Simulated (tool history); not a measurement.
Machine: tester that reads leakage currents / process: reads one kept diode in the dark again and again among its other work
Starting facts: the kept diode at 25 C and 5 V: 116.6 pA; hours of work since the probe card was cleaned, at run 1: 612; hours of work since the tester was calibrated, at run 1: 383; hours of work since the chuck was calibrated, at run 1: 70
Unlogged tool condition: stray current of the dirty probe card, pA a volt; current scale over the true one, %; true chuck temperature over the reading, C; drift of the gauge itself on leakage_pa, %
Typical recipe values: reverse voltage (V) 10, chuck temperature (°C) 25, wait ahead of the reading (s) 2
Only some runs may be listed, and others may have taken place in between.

run,day,reverse voltage (V),chuck temperature (°C),wait ahead of the reading (s),hours of work since the probe card was cleaned,hours of work since the tester was calibrated,hours of work since the chuck was calibrated,current that the tester gives (pA)
1,0,10,25,2,612,383,70,171.78
2,1.346,10,25,2,631,403,89,171.32
3,3.3,10,25,2,659,431,117,171.61
4,5.204,10,25,2,687,458,145,172.11
5,7.225,10,25,2,716,487,174,171.69
6,8.858,10,44,2,739,511,198,652.56
7,10.596,10,44,2,765,536,223,649.02
8,12.279,10,44,2,789,560,247,648.93
9,13.792,10,25,2,811,582,269,171.9
10,15.646,17.6,25,2,837,609,296,234.7
11,17.579,10,25,2,865,637,323,171.82
12,19.712,10,25,2,896,668,354,170.74
13,21.583,10,25,2,923,695,381,170.15
14,23.258,10,25,2,947,719,405,170.81
15,24.854,5,25,2,970,742,428,117.05
16,26.917,5,25,2,1000,772,458,117.11
17,28.517,10,25,0.79,1023,795,481,171.59
18,29.55,10,25,5.38,1038,810,496,170.66
19,31.162,10,25,1.46,1061,833,519,171.44
20,33.179,10,25,1.46,1090,862,549,170.58
21,34.908,10,25,1.46,1115,887,574,171.36
22,36.504,8,38,1.29,1138,910,597,377.82
23,38.192,1.9,28,1.77,1163,934,621,86.24
24,39.942,19.7,26,5.64,1188,960,646,266.31
25,41.792,5.7,40,2,1215,986,673,357.47
26,43.275,5.7,40,2,1236,1008,694,360.16
27,45.146,5.7,40,2,1263,1035,721,358.92
28,46.708,5.7,40,2,1286,1057,744,357.16
29,48.729,1.7,25,2,1315,1086,773,64.6
30,50.179,1.1,25,0.47,1336,1107,794,51.26
31,51.175,1.1,25,0.47,1350,1122,808,51.41
32,53.417,7,43,2,1382,1154,841,482.38
33,54.917,8.3,50,2,1404,1176,862,836.26
34,55.996,4.7,41,4.04,1420,1191,878,343
35,57.688,4.6,44,7.6,1444,1216,902,412.52
36,59.05,10.3,23,0.55,1464,1235,922,151.02
37,60.867,12.5,47,7.16,1490,1262,948,849.42
38,62.8,12.5,36,7.16,1518,1290,976,408.2
39,64.629,12.5,36,8.88,1544,1316,1002,406.9

Consider 3 possible next runs. They are alternatives, not a sequence: every one starts from the tool as it was left by run 39. What does each give?
A,65.683,1.3,58,2,1559,1331,1018,?
B,65.683,8.5,26,5.8,1559,1331,1018,?
C,65.683,10,26,2.4,1559,1331,1018,?

run,current that the tester gives (pA)
A,526
B,165.23
C,181.22
What these runs would have given with no unlogged condition in the tool:
run,current that the tester gives (pA)
A,567.62
B,165.47
C,180.13
